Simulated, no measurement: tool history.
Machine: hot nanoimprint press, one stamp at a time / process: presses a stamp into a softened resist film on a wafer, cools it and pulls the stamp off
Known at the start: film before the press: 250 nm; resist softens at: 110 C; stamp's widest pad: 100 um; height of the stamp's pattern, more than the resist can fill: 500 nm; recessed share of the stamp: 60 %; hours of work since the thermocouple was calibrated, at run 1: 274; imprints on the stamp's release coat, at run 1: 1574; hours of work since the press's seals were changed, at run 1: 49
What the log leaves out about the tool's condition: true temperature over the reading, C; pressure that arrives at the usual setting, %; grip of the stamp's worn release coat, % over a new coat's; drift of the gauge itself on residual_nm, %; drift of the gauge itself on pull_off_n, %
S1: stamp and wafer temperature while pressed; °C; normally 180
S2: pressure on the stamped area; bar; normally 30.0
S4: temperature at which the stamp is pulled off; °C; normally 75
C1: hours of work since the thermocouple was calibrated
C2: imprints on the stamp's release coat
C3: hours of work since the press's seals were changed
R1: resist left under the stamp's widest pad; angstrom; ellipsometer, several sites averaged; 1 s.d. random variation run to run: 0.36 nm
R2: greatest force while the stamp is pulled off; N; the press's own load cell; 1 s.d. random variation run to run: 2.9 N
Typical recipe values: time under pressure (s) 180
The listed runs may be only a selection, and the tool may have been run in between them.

{"run": 1, "hour": 0.0, "S1": 180, "S2": 30.0, "time under pressure (s)": 180, "S4": 75, "C1": 274, "C2": 1574, "C3": 49, "R1": 937, "R2": 165}
{"run": 2, "hour": 24.2, "S1": 180, "S2": 24.8, "time under pressure (s)": 180, "S4": 75, "C1": 291, "C2": 1693, "C3": 66, "R1": 1039, "R2": 169}
{"hour": 46.7, "done": "plate thermocouple calibrated"}
{"run": 3, "hour": 47.0, "S1": 180, "S2": 24.8, "time under pressure (s)": 180, "S4": 75, "C1": 0, "C2": 1791, "C3": 79, "R1": 1020, "R2": 169}
{"run": 4, "hour": 66.8, "S1": 180, "S2": 24.8, "time under pressure (s)": 180, "S4": 75, "C1": 14, "C2": 1888, "C3": 93, "R1": 1013, "R2": 175}
{"run": 5, "hour": 86.0, "S1": 180, "S2": 30.0, "time under pressure (s)": 180, "S4": 75, "C1": 27, "C2": 1983, "C3": 106, "R1": 906, "R2": 175}
{"run": 6, "hour": 106.1, "S1": 180, "S2": 30.0, "time under pressure (s)": 180, "S4": 75, "C1": 41, "C2": 2081, "C3": 120, "R1": 907, "R2": 173}
{"run": 7, "hour": 130.3, "S1": 180, "S2": 30.0, "time under pressure (s)": 180, "S4": 75, "C1": 58, "C2": 2200, "C3": 137, "R1": 904, "R2": 179}
{"hour": 147.3, "done": "stamp cleaned and given a new release coat"}
{"run": 8, "hour": 149.3, "S1": 180, "S2": 30.0, "time under pressure (s)": 180, "S4": 75, "C1": 67, "C2": 10, "C3": 146, "R1": 905, "R2": 127}
{"run": 9, "hour": 168.1, "S1": 180, "S2": 30.0, "time under pressure (s)": 180, "S4": 71, "C1": 80, "C2": 102, "C3": 159, "R1": 901, "R2": 146}
{"hour": 182.3, "done": "plate thermocouple calibrated, once more"}
{"run": 10, "hour": 189.5, "S1": 180, "S2": 30.0, "time under pressure (s)": 180, "S4": 71, "C1": 5, "C2": 192, "C3": 172, "R1": 958, "R2": 151}
{"run": 11, "hour": 203.6, "S1": 180, "S2": 30.0, "time under pressure (s)": 180, "S4": 75, "C1": 15, "C2": 262, "C3": 182, "R1": 950, "R2": 136}
{"run": 12, "hour": 222.4, "S1": 180, "S2": 47.0, "time under pressure (s)": 180, "S4": 75, "C1": 28, "C2": 354, "C3": 195, "R1": 729, "R2": 141}
{"run": 13, "hour": 244.8, "S1": 180, "S2": 44.2, "time under pressure (s)": 180, "S4": 75, "C1": 44, "C2": 465, "C3": 211, "R1": 757, "R2": 146}
{"run": 14, "hour": 256.0, "S1": 180, "S2": 19.2, "time under pressure (s)": 180, "S4": 75, "C1": 51, "C2": 520, "C3": 219, "R1": 1234, "R2": 142}
{"run": 15, "hour": 274.3, "S1": 180, "S2": 19.2, "time under pressure (s)": 180, "S4": 75, "C1": 64, "C2": 610, "C3": 231, "R1": 1236, "R2": 146}
{"run": 16, "hour": 298.3, "S1": 180, "S2": 19.2, "time under pressure (s)": 180, "S4": 75, "C1": 81, "C2": 728, "C3": 248, "R1": 1233, "R2": 151}
{"run": 17, "hour": 311.3, "S1": 180, "S2": 30.0, "time under pressure (s)": 180, "S4": 75, "C1": 90, "C2": 792, "C3": 257, "R1": 958, "R2": 149}
{"run": 18, "hour": 330.9, "S1": 180, "S2": 41.9, "time under pressure (s)": 167, "S4": 64, "C1": 103, "C2": 889, "C3": 271, "R1": 794, "R2": 183}
{"run": 19, "hour": 342.2, "S1": 180, "S2": 41.9, "time under pressure (s)": 167, "S4": 64, "C1": 111, "C2": 944, "C3": 279, "R1": 796, "R2": 200}
{"run": 20, "hour": 353.6, "S1": 187, "S2": 26.7, "time under pressure (s)": 359, "S4": 64, "C1": 119, "C2": 1000, "C3": 286, "R1": 624, "R2": 194}
{"run": 21, "hour": 372.6, "S1": 190, "S2": 31.2, "time under pressure (s)": 240, "S4": 83, "C1": 132, "C2": 1094, "C3": 300, "R1": 589, "R2": 136}
{"run": 22, "hour": 390.8, "S1": 190, "S2": 31.2, "time under pressure (s)": 240, "S4": 83, "C1": 145, "C2": 1183, "C3": 312, "R1": 584, "R2": 132}
{"run": 23, "hour": 403.4, "S1": 190, "S2": 31.2, "time under pressure (s)": 240, "S4": 83, "C1": 154, "C2": 1245, "C3": 321, "R1": 582, "R2": 135}
{"run": 24, "hour": 416.2, "S1": 180, "S2": 23.7, "time under pressure (s)": 180, "S4": 75, "C1": 163, "C2": 1308, "C3": 330, "R1": 1082, "R2": 166}
{"run": 25, "hour": 434.1, "S1": 180, "S2": 27.7, "time under pressure (s)": 310, "S4": 75, "C1": 175, "C2": 1396, "C3": 343, "R1": 822, "R2": 163}
{"run": 26, "hour": 449.5, "S1": 180, "S2": 27.7, "time under pressure (s)": 310, "S4": 75, "C1": 186, "C2": 1472, "C3": 353, "R1": 829, "R2": 171}
{"run": 27, "hour": 463.4, "S1": 180, "S2": 20.7, "time under pressure (s)": 221, "S4": 75, "C1": 196, "C2": 1540, "C3": 363, "R1": 1094, "R2": 171}
{"run": 28, "hour": 483.4, "S1": 180, "S2": 35.2, "time under pressure (s)": 221, "S4": 75, "C1": 210, "C2": 1639, "C3": 377, "R1": 803, "R2": 171}

Alternative continuations, all from the tool just after run 28; predict every row:
{"run": "A", "hour": 502.1, "S1": 180, "S2": 18.0, "time under pressure (s)": 192, "S4": 75, "C1": 223, "C2": 1731, "C3": 390, "R1": "?", "R2": "?"}
{"run": "B", "hour": 502.1, "S1": 175, "S2": 36.4, "time under pressure (s)": 221, "S4": 83, "C1": 223, "C2": 1731, "C3": 390, "R1": "?", "R2": "?"}
{"run": "C", "hour": 502.1, "S1": 180, "S2": 29.1, "time under pressure (s)": 180, "S4": 75, "C1": 223, "C2": 1731, "C3": 390, "R1": "?", "R2": "?"}

run=A R1=1232 R2=174
run=B R1=951 R2=143
run=C R1=958 R2=176
Without the tool's hidden state the same runs would have given:
run=A R1=1260 R2=134
run=B R1=973 R2=111
run=C R1=980 R2=136

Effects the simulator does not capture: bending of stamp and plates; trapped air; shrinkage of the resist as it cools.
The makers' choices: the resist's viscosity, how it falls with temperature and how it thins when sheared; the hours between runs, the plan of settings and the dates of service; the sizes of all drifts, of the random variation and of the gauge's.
